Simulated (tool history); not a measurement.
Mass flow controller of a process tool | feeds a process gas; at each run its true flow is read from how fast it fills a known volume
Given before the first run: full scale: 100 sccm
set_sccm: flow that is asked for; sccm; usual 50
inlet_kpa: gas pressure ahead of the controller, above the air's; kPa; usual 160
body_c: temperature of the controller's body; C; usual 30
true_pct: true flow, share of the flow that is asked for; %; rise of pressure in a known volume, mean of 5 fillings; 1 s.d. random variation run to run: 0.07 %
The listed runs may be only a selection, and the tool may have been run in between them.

run     day  set_sccm  inlet_kpa  body_c  true_pct
  1   0.000        50        160      30     99.27
  2   4.879        50        160      30     99.15
  3   9.375        50        160      30     99.28
  4  11.700        50        160      30     99.39
  5  14.475        50        160      37    100.03
  6  17.025        14        160      30     97.43
  7  20.983        14        160      30     97.45
  8  24.329        14        160      30     97.29
  9  28.317        14        160      30     97.35
 10  32.896        14        160      30     97.28
 11  37.488        14        160      30     97.21

Run 12 has not been measured yet. What should we expect?
     37.775  -- controller's zero set anew
 12  41.792        50        151      22         ?

Logged for run 12: true_pct 98.13 %.
Were there no unlogged condition in the tool, this run, its random variation unchanged, would have produced true_pct 98.23 %.
